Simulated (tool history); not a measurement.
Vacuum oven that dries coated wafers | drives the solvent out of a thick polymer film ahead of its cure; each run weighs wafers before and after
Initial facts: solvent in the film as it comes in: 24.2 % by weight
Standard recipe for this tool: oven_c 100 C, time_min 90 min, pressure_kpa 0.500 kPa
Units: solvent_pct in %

{"run": 1, "hour": 0.0, "oven_c": 100, "time_min": 90, "pressure_kpa": 0.5, "solvent_pct": 5.65}
{"run": 2, "hour": 8.2, "oven_c": 100, "time_min": 90, "pressure_kpa": 0.5, "solvent_pct": 5.84}
{"run": 3, "hour": 21.7, "oven_c": 100, "time_min": 90, "pressure_kpa": 0.5, "solvent_pct": 5.66}
{"run": 4, "hour": 30.3, "oven_c": 100, "time_min": 90, "pressure_kpa": 0.5, "solvent_pct": 5.85}
{"run": 5, "hour": 42.2, "oven_c": 100, "time_min": 90, "pressure_kpa": 0.367, "solvent_pct": 5.71}
{"run": 6, "hour": 52.3, "oven_c": 89, "time_min": 90, "pressure_kpa": 0.5, "solvent_pct": 11.26}
{"run": 7, "hour": 62.6, "oven_c": 89, "time_min": 90, "pressure_kpa": 0.5, "solvent_pct": 11.39}
{"run": 8, "hour": 74.2, "oven_c": 89, "time_min": 90, "pressure_kpa": 0.5, "solvent_pct": 11.18}
{"run": 9, "hour": 85.2, "oven_c": 89, "time_min": 90, "pressure_kpa": 0.5, "solvent_pct": 11.38}
{"run": 10, "hour": 100.1, "oven_c": 100, "time_min": 90, "pressure_kpa": 0.5, "solvent_pct": 5.74}
{"run": 11, "hour": 114.6, "oven_c": 101, "time_min": 90, "pressure_kpa": 0.84, "solvent_pct": 5.49}
{"run": 12, "hour": 126.5, "oven_c": 90, "time_min": 49, "pressure_kpa": 0.84, "solvent_pct": 14.52}
{"hour": 139.8, "done": "oven's thermocouples calibrated"}
{"run": 13, "hour": 143.3, "oven_c": 90, "time_min": 49, "pressure_kpa": 0.84, "solvent_pct": 13.69}
{"run": 14, "hour": 151.2, "oven_c": 86, "time_min": 90, "pressure_kpa": 0.5, "solvent_pct": 11.53}
{"run": 15, "hour": 167.5, "oven_c": 105, "time_min": 148, "pressure_kpa": 0.5, "solvent_pct": 1.01}
{"run": 16, "hour": 184.1, "oven_c": 110, "time_min": 90, "pressure_kpa": 0.5, "solvent_pct": 1.35}
{"run": 17, "hour": 202.6, "oven_c": 100, "time_min": 75, "pressure_kpa": 0.5, "solvent_pct": 6.02}
{"run": 18, "hour": 212.9, "oven_c": 110, "time_min": 90, "pressure_kpa": 0.815, "solvent_pct": 1.39}
{"run": 19, "hour": 228.6, "oven_c": 100, "time_min": 90, "pressure_kpa": 0.613, "solvent_pct": 4.9}
{"run": 20, "hour": 241.9, "oven_c": 97, "time_min": 88, "pressure_kpa": 1.751, "solvent_pct": 6.97}

Consider 3 possible next runs. They are alternatives, not a sequence: every one starts from the tool as it was left by run 20. What does each give?
{"run": "A", "hour": 255.0, "oven_c": 100, "time_min": 59, "pressure_kpa": 0.955, "solvent_pct": "?"}
{"run": "B", "hour": 255.0, "oven_c": 97, "time_min": 88, "pressure_kpa": 0.362, "solvent_pct": "?"}
{"run": "C", "hour": 255.0, "oven_c": 93, "time_min": 73, "pressure_kpa": 0.437, "solvent_pct": "?"}

run=A solvent_pct=7.96
run=B solvent_pct=6.31
run=C solvent_pct=9.79
Take away the tool's hidden state, keep each run's random variation, and the runs would have read:
run=A solvent_pct=7.91
run=B solvent_pct=6.26
run=C solvent_pct=9.73

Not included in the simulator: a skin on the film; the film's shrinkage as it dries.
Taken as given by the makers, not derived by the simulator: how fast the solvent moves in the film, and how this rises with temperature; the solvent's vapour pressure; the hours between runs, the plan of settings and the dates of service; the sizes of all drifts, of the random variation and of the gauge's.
